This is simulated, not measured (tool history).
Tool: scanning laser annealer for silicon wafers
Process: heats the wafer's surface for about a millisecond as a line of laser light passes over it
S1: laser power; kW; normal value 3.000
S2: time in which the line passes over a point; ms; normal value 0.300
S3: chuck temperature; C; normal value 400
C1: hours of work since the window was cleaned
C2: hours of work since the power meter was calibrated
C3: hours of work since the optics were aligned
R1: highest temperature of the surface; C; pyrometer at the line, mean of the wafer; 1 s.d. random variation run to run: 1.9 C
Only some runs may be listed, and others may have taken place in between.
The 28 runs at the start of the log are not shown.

run     day     S1     S2   S3   C1    C2   C3    R1
 29  37.792  2.598  0.303  424  195  1887  912  1113
 30  38.633  3.015  0.303  424  210  1901  927  1216
 31  39.867  3.015  0.303  424  232  1923  948  1213
     41.038  -- optics aligned, line set to its width
 32  41.229  3.261  0.363  396  252  1943    3  1337
 33  43.183  3.261  0.226  380  286  1977   37  1125
 34  44.021  2.738  0.373  361  300  1992   52  1174
 35  45.908  2.891  0.298  399  333  2025   85  1160
 36  47.458  3.000  0.238  417  361  2052  112  1121
 37  49.292  3.000  0.238  417  392  2084  144  1123
 38  50.942  2.845  0.327  417  421  2113  173  1198
 39  52.933  2.828  0.327  372  456  2147  208  1148
 40  54.233  3.123  0.292  410  479  2170  230  1214

Below are 5 alternative next runs, each starting from the tool's condition after run 40. Predict each:
  A  56.121  2.980  0.300  400  512  2203  263   ?
  B  56.121  3.227  0.342  369  512  2203  263   ?
  C  56.121  2.869  0.294  420  512  2203  263   ?
  D  56.121  3.123  0.287  430  512  2203  263   ?
  E  56.121  3.123  0.292  421  512  2203  263   ?

run    R1
  A  1175
  B  1264
  C  1164
  D  1225
  E  1224
The same runs, with their run-to-run variation unchanged, on a tool lacking any hidden condition would have given:
run    R1
  A  1200
  B  1293
  C  1187
  D  1250
  E  1249
